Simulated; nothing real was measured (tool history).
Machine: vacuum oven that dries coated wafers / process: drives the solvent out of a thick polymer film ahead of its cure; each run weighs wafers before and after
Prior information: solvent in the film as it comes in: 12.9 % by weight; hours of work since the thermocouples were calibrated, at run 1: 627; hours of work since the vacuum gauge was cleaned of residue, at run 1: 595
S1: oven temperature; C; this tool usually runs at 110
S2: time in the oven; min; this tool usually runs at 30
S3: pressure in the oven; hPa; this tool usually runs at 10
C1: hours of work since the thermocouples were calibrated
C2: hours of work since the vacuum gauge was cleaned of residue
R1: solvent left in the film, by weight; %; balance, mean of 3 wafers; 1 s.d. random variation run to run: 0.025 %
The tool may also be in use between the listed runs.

run,day,S1,S2,S3,C1,C2,R1
1,0,110,30,10,627,595,1.54
2,1.3,110,30,10,645,613,1.59
3,2.229,110,30,10,658,626,1.51
4,3.862,110,17,10,681,648,3.44
5,5.175,102,30,10,699,667,2.87
6,6.729,102,30,10,720,688,2.92
7,7.921,102,30,10,737,705,2.84
8,8.596,102,30,10,746,714,2.85
9,10.138,110,30,10,768,735,1.55
10,11.267,124,37,10,783,751,0.21
11,11.992,124,37,10,794,761,0.23
12,13.571,124,37,10,815,783,0.22
13,14.388,124,37,10,827,794,0.21
# day 14.6: vacuum gauge cleaned of residue and calibrated
14,16.025,110,34,8.2,849,20,1.19
15,16.804,124,23,10,859,31,0.63
16,17.967,100,25,10,876,47,3.9
# day 18.325: vacuum gauge cleaned of residue and calibrated, once more
17,19.442,110,19,10,895,16,2.88
18,20.721,121,41,13.9,913,33,0.28

What if the next run were any one of these 4? Each begins from the tool's condition after run 18:
A,21.65,115,36,27.1,926,46,?
B,21.65,111,16,11.4,926,46,?
C,21.65,114,41,13.9,926,46,?
D,21.65,99,33,8.4,926,46,?

run,R1
A,0.83
B,3.36
C,0.51
D,2.9
With the hidden condition removed and each run's random variation left untouched, the same runs would have given:
run,R1
A,1.02
B,3.81
C,0.66
D,3.36
